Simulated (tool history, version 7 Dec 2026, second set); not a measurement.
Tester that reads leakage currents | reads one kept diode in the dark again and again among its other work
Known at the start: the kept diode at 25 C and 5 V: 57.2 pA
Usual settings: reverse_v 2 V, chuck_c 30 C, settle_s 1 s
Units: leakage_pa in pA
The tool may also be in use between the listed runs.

{"run": 1, "hour": 0.0, "reverse_v": 2, "chuck_c": 30, "settle_s": 1, "leakage_pa": 60.69}
{"run": 2, "hour": 235.0, "reverse_v": 2, "chuck_c": 30, "settle_s": 1, "leakage_pa": 59.68}
{"run": 3, "hour": 459.2, "reverse_v": 2, "chuck_c": 30, "settle_s": 1, "leakage_pa": 59.12}
{"run": 4, "hour": 584.8, "reverse_v": 2, "chuck_c": 23, "settle_s": 1, "leakage_pa": 36.17}
{"run": 5, "hour": 821.3, "reverse_v": 2, "chuck_c": 23, "settle_s": 1, "leakage_pa": 36.07}
{"run": 6, "hour": 1012.8, "reverse_v": 2, "chuck_c": 30, "settle_s": 1, "leakage_pa": 58.2}
{"run": 7, "hour": 1155.6, "reverse_v": 2, "chuck_c": 30, "settle_s": 0.68, "leakage_pa": 57.94}
{"run": 8, "hour": 1279.3, "reverse_v": 2, "chuck_c": 30, "settle_s": 1, "leakage_pa": 61.84}
{"run": 9, "hour": 1437.1, "reverse_v": 2, "chuck_c": 32, "settle_s": 1, "leakage_pa": 70.89}
{"run": 10, "hour": 1631.4, "reverse_v": 1.57, "chuck_c": 30, "settle_s": 1, "leakage_pa": 56.86}
{"run": 11, "hour": 1833.5, "reverse_v": 1.57, "chuck_c": 30, "settle_s": 1, "leakage_pa": 56.44}
{"run": 12, "hour": 1988.7, "reverse_v": 1.57, "chuck_c": 30, "settle_s": 1, "leakage_pa": 55.88}
{"run": 13, "hour": 2096.8, "reverse_v": 1.57, "chuck_c": 30, "settle_s": 1, "leakage_pa": 55.65}
{"run": 14, "hour": 2295.8, "reverse_v": 1.57, "chuck_c": 30, "settle_s": 1, "leakage_pa": 55.27}
{"run": 15, "hour": 2460.0, "reverse_v": 1.57, "chuck_c": 30, "settle_s": 1, "leakage_pa": 54.92}
{"run": 16, "hour": 2623.9, "reverse_v": 1.57, "chuck_c": 30, "settle_s": 1, "leakage_pa": 54.59}
{"run": 17, "hour": 2808.5, "reverse_v": 1.57, "chuck_c": 30, "settle_s": 1, "leakage_pa": 54.02}
{"run": 18, "hour": 2960.0, "reverse_v": 1.57, "chuck_c": 30, "settle_s": 1, "leakage_pa": 54.32}
{"run": 19, "hour": 3212.2, "reverse_v": 2, "chuck_c": 29, "settle_s": 1, "leakage_pa": 54.18}
{"run": 20, "hour": 3470.6, "reverse_v": 2, "chuck_c": 30, "settle_s": 1.24, "leakage_pa": 62.39}
{"run": 21, "hour": 3652.8, "reverse_v": 2, "chuck_c": 30, "settle_s": 1.24, "leakage_pa": 62.11}
{"run": 22, "hour": 3881.2, "reverse_v": 14.64, "chuck_c": 57, "settle_s": 0.47, "leakage_pa": 659.38}
{"run": 23, "hour": 4108.3, "reverse_v": 7.14, "chuck_c": 49, "settle_s": 5.54, "leakage_pa": 315.89}
{"run": 24, "hour": 4353.1, "reverse_v": 2, "chuck_c": 36, "settle_s": 1, "leakage_pa": 90.63}
{"run": 25, "hour": 4585.8, "reverse_v": 2, "chuck_c": 36, "settle_s": 1, "leakage_pa": 89.73}
{"run": 26, "hour": 4763.1, "reverse_v": 4.73, "chuck_c": 28, "settle_s": 1, "leakage_pa": 66.57}
{"run": 27, "hour": 4925.6, "reverse_v": 2, "chuck_c": 50, "settle_s": 0.57, "leakage_pa": 216.08}
{"run": 28, "hour": 5145.9, "reverse_v": 8.6, "chuck_c": 41, "settle_s": 6.63, "leakage_pa": 189.99}
{"run": 29, "hour": 5361.7, "reverse_v": 3.11, "chuck_c": 28, "settle_s": 4.54, "leakage_pa": 61.68}
{"run": 30, "hour": 5494.5, "reverse_v": 9.56, "chuck_c": 56, "settle_s": 1.09, "leakage_pa": 544.39}
{"run": 31, "hour": 5646.9, "reverse_v": 12.54, "chuck_c": 30, "settle_s": 4.5, "leakage_pa": 111.41}
{"run": 32, "hour": 5868.0, "reverse_v": 7.03, "chuck_c": 47, "settle_s": 4.5, "leakage_pa": 278.22}
{"run": 33, "hour": 6017.2, "reverse_v": 4.16, "chuck_c": 51, "settle_s": 2.19, "leakage_pa": 303.52}
{"run": 34, "hour": 6135.2, "reverse_v": 4.46, "chuck_c": 46, "settle_s": 4.84, "leakage_pa": 224.03}
{"run": 35, "hour": 6320.1, "reverse_v": 2, "chuck_c": 47, "settle_s": 1.17, "leakage_pa": 185.72}
{"run": 36, "hour": 6555.9, "reverse_v": 2, "chuck_c": 30, "settle_s": 1, "leakage_pa": 59.65}
{"run": 37, "hour": 6806.3, "reverse_v": 2, "chuck_c": 43, "settle_s": 0.78, "leakage_pa": 141.47}
{"run": 38, "hour": 7021.3, "reverse_v": 7.61, "chuck_c": 30, "settle_s": 1, "leakage_pa": 93.59}
{"run": 39, "hour": 7162.3, "reverse_v": 7.61, "chuck_c": 30, "settle_s": 1, "leakage_pa": 93.19}

Taken out of this log: 6 entries between the listed runs. Where each belongs, and how the hidden state differs across it:
Between runs 7 and 8: probe card cleaned and baked (hour 1194.7); chuck's temperature calibrated (hour 1248.9)
  stray current of the dirty probe card, pA a volt: 0.939 -> 0.043; current scale over the true one, %: -0.49 -> -0.5; true chuck temperature over the reading, C: -1.51 -> 0.01
  measured less the result without the state, leakage_pa: -4.7 -> -0.24 pA
Between runs 17 and 18: tester calibrated (hour 2960)
  stray current of the dirty probe card, pA a volt: 0.453 -> 0.5; current scale over the true one, %: -0.65 -> 0.16; true chuck temperature over the reading, C: -1.04 -> -1.13
  measured less the result without the state, leakage_pa: -3.72 -> -3.58 pA
Between runs 19 and 20: chuck's temperature calibrated (hour 3284.2)
  stray current of the dirty probe card, pA a volt: 0.561 -> 0.629; current scale over the true one, %: 0.13 -> 0.11; true chuck temperature over the reading, C: -1.31 -> -0.28
  measured less the result without the state, leakage_pa: -3.96 -> +0.07 pA
Between runs 25 and 26: probe card cleaned and baked (hour 4624.3)
  stray current of the dirty probe card, pA a volt: 0.941 -> 0.063; current scale over the true one, %: 0 -> -0.02; true chuck temperature over the reading, C: -1.01 -> -1.12
  measured less the result without the state, leakage_pa: -4.37 -> -5.24 pA
Between runs 28 and 29: chuck's temperature calibrated (hour 5309.5)
  stray current of the dirty probe card, pA a volt: 0.173 -> 0.233; current scale over the true one, %: -0.06 -> -0.07; true chuck temperature over the reading, C: -1.36 -> -0.06
  measured less the result without the state, leakage_pa: -16.5 -> +0.37 pA
